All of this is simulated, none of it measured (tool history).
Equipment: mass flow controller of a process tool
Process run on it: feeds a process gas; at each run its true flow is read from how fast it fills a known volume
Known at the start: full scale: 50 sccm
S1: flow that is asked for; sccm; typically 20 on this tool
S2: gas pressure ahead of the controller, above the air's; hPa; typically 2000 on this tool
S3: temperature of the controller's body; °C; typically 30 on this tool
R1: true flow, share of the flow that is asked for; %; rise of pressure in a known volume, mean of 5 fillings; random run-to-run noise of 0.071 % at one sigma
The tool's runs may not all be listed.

run,hour,S1,S2,S3,R1
1,0,20,2000,30,98.54
2,150.1,20,2030,30,98.57
3,342.4,20,2030,30,98.41
4,598.8,20,2000,30,98.39
5,746.8,20,2000,30,98.32
6,1006.2,20,2000,30,98.17
7,1189.3,20,2000,30,98.19
8,1402.6,20,2000,30,98.2
9,1588.9,20,2000,30,98.04
10,1726.6,8,2000,30,96.32
11,2003.2,20,2000,30,97.92
12,2146,20,2000,30,98.02
13,2288.8,20,2000,30,97.91
14,2432.9,20,2000,30,97.91
15,2610.4,20,2000,30,97.92
16,2822.4,20,2000,30,97.67
17,3038.3,20,2000,30,97.73
18,3233.2,20,2000,30,97.59
19,3418.5,20,2000,30,97.7
20,3635.2,20,2000,30,97.51
# hour 3653: controller's zero set anew
21,3827.9,20,2000,30,96.8
22,3943.3,20,2000,30,96.66
23,4180.2,20,2000,30,96.52
# hour 4256.3: controller's zero set anew, once more
24,4326,14,2000,30,98.32
25,4467.5,14,1720,30,98.29
26,4631.5,14,1720,30,98.2
27,4774.1,20,1510,23,98.07
28,4932.3,20,1880,30,98.25
29,5212.6,20,1880,28,98.31
30,5385.6,7,1880,26,97.08
31,5627.4,11,2780,21,97.47
32,5763.1,20,2160,30,98.34
33,5947,20,2160,30,98.29
34,6118.8,20,2160,30,98.12
35,6380.8,7,2680,30,96.95
36,6650.1,32,1480,30,98.38
37,6876.6,9,2120,38,97.21
38,7129.4,7,2310,20,95.7
39,7287.5,7,2310,20,95.66
40,7499.1,7,2310,20,95.32
41,7664.4,7,2310,20,95.31
42,7868.3,7,2310,20,95.11
43,8151.4,14,2100,28,96.83
44,8430.5,24,1470,30,97.48
45,8558.8,10,2000,22,95.62
46,8806.6,10,2000,22,95.53
47,8992.7,11,2000,30,96.1

What if the next run were any one of these 5? Each begins from the tool's condition after run 47:
A,9163.6,20,1600,30,?
B,9163.6,7,2000,30,?
C,9163.6,13,1490,25,?
D,9163.6,11,2620,30,?
E,9163.6,14,2660,24,?

run,R1
A,97.04
B,94.76
C,96.04
D,96.13
E,96.46
What these runs would have given with no unlogged condition in the tool:
run,R1
A,99.27
B,99.22
C,98.92
D,99.35
E,99.21
